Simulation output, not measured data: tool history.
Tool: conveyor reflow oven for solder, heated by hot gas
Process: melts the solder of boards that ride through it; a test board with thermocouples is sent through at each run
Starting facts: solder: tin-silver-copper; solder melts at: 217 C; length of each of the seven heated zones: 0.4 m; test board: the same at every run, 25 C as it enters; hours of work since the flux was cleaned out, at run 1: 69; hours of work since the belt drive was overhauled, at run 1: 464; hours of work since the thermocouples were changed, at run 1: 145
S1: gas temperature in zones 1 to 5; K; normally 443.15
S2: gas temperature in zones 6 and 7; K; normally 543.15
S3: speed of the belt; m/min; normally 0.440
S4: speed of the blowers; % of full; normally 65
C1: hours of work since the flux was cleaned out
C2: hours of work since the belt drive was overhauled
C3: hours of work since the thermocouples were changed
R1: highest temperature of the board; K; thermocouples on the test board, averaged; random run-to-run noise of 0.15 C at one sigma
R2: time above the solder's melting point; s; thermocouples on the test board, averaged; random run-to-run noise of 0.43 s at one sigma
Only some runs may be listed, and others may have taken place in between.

{"run": 1, "hour": 0.0, "S1": 443.15, "S2": 543.15, "S3": 0.44, "S4": 65, "C1": 69, "C2": 464, "C3": 145, "R1": 525.65, "R2": 80.7}
{"run": 2, "hour": 19.9, "S1": 443.15, "S2": 543.15, "S3": 0.44, "S4": 65, "C1": 81, "C2": 477, "C3": 157, "R1": 525.75, "R2": 79.9}
{"run": 3, "hour": 36.2, "S1": 443.15, "S2": 543.15, "S3": 0.44, "S4": 65, "C1": 91, "C2": 487, "C3": 167, "R1": 525.75, "R2": 80.0}
{"run": 4, "hour": 51.5, "S1": 443.15, "S2": 543.15, "S3": 0.44, "S4": 65, "C1": 100, "C2": 496, "C3": 177, "R1": 525.45, "R2": 80.5}
{"run": 5, "hour": 70.7, "S1": 443.15, "S2": 543.15, "S3": 0.44, "S4": 65, "C1": 112, "C2": 508, "C3": 189, "R1": 525.75, "R2": 80.5}
{"run": 6, "hour": 89.9, "S1": 443.15, "S2": 543.15, "S3": 0.44, "S4": 65, "C1": 124, "C2": 519, "C3": 200, "R1": 525.25, "R2": 80.1}
{"run": 7, "hour": 107.7, "S1": 443.15, "S2": 543.15, "S3": 0.382, "S4": 65, "C1": 135, "C2": 530, "C3": 211, "R1": 529.95, "R2": 100.0}
{"hour": 114.3, "done": "flux residue cleaned out of gas plates and filters"}
{"run": 8, "hour": 130.8, "S1": 443.15, "S2": 543.15, "S3": 0.382, "S4": 65, "C1": 10, "C2": 541, "C3": 222, "R1": 529.65, "R2": 98.1}
{"run": 9, "hour": 139.1, "S1": 443.15, "S2": 543.15, "S3": 0.382, "S4": 65, "C1": 15, "C2": 547, "C3": 227, "R1": 529.85, "R2": 99.4}
{"run": 10, "hour": 158.3, "S1": 443.15, "S2": 543.15, "S3": 0.389, "S4": 65, "C1": 27, "C2": 558, "C3": 239, "R1": 529.45, "R2": 96.8}
{"run": 11, "hour": 166.7, "S1": 443.15, "S2": 543.15, "S3": 0.389, "S4": 63, "C1": 32, "C2": 564, "C3": 244, "R1": 529.05, "R2": 96.3}
{"run": 12, "hour": 175.1, "S1": 443.15, "S2": 543.15, "S3": 0.438, "S4": 65, "C1": 37, "C2": 569, "C3": 249, "R1": 525.35, "R2": 80.3}
{"hour": 185.6, "done": "flux residue cleaned out of gas plates and filters, once more"}
{"run": 13, "hour": 188.3, "S1": 429.15, "S2": 543.15, "S3": 0.44, "S4": 65, "C1": 2, "C2": 574, "C3": 254, "R1": 524.35, "R2": 72.6}
{"run": 14, "hour": 198.9, "S1": 429.15, "S2": 543.15, "S3": 0.44, "S4": 65, "C1": 8, "C2": 580, "C3": 261, "R1": 523.85, "R2": 73.2}
{"run": 15, "hour": 218.6, "S1": 452.15, "S2": 543.15, "S3": 0.44, "S4": 65, "C1": 20, "C2": 592, "C3": 273, "R1": 528.45, "R2": 88.4}
{"run": 16, "hour": 237.1, "S1": 455.15, "S2": 533.15, "S3": 0.39, "S4": 65, "C1": 32, "C2": 604, "C3": 284, "R1": 523.25, "R2": 97.3}
{"run": 17, "hour": 254.3, "S1": 458.15, "S2": 540.15, "S3": 0.391, "S4": 70, "C1": 42, "C2": 614, "C3": 295, "R1": 530.55, "R2": 107.5}
{"run": 18, "hour": 262.9, "S1": 438.15, "S2": 548.15, "S3": 0.419, "S4": 51, "C1": 47, "C2": 619, "C3": 300, "R1": 527.55, "R2": 84.2}
{"run": 19, "hour": 281.8, "S1": 436.15, "S2": 536.15, "S3": 0.44, "S4": 58, "C1": 59, "C2": 631, "C3": 312, "R1": 517.15, "R2": 65.9}
{"run": 20, "hour": 290.1, "S1": 443.15, "S2": 549.15, "S3": 0.44, "S4": 62, "C1": 64, "C2": 636, "C3": 317, "R1": 530.95, "R2": 86.1}
{"run": 21, "hour": 301.9, "S1": 456.15, "S2": 543.15, "S3": 0.373, "S4": 65, "C1": 71, "C2": 643, "C3": 324, "R1": 533.35, "R2": 112.8}
{"run": 22, "hour": 321.4, "S1": 447.15, "S2": 543.15, "S3": 0.373, "S4": 65, "C1": 83, "C2": 655, "C3": 336, "R1": 532.05, "R2": 107.1}
{"run": 23, "hour": 338.7, "S1": 447.15, "S2": 543.15, "S3": 0.373, "S4": 65, "C1": 94, "C2": 666, "C3": 347, "R1": 532.15, "R2": 107.0}
{"run": 24, "hour": 348.7, "S1": 454.15, "S2": 551.15, "S3": 0.44, "S4": 65, "C1": 100, "C2": 672, "C3": 353, "R1": 535.35, "R2": 94.9}
{"run": 25, "hour": 363.9, "S1": 454.15, "S2": 551.15, "S3": 0.44, "S4": 65, "C1": 109, "C2": 681, "C3": 362, "R1": 535.15, "R2": 95.7}

Below are 4 alternative next runs, each starting from the tool's condition after run 25. Predict each:
{"run": "A", "hour": 378.9, "S1": 451.15, "S2": 533.15, "S3": 0.44, "S4": 65, "C1": 118, "C2": 691, "C3": 371, "R1": "?", "R2": "?"}
{"run": "B", "hour": 378.9, "S1": 454.15, "S2": 551.15, "S3": 0.44, "S4": 74, "C1": 118, "C2": 691, "C3": 371, "R1": "?", "R2": "?"}
{"run": "C", "hour": 378.9, "S1": 454.15, "S2": 551.15, "S3": 0.452, "S4": 65, "C1": 118, "C2": 691, "C3": 371, "R1": "?", "R2": "?"}
{"run": "D", "hour": 378.9, "S1": 443.15, "S2": 543.15, "S3": 0.458, "S4": 74, "C1": 118, "C2": 691, "C3": 371, "R1": "?", "R2": "?"}

run=A R1=518.95 R2=77.3
run=B R1=537.25 R2=97.4
run=C R1=534.35 R2=91.5
run=D R1=527.15 R2=79.5
Had the tool no hidden state, the same runs would have come out as:
run=A R1=518.05 R2=74.8
run=B R1=536.35 R2=95.0
run=C R1=533.35 R2=89.1
run=D R1=526.25 R2=77.3
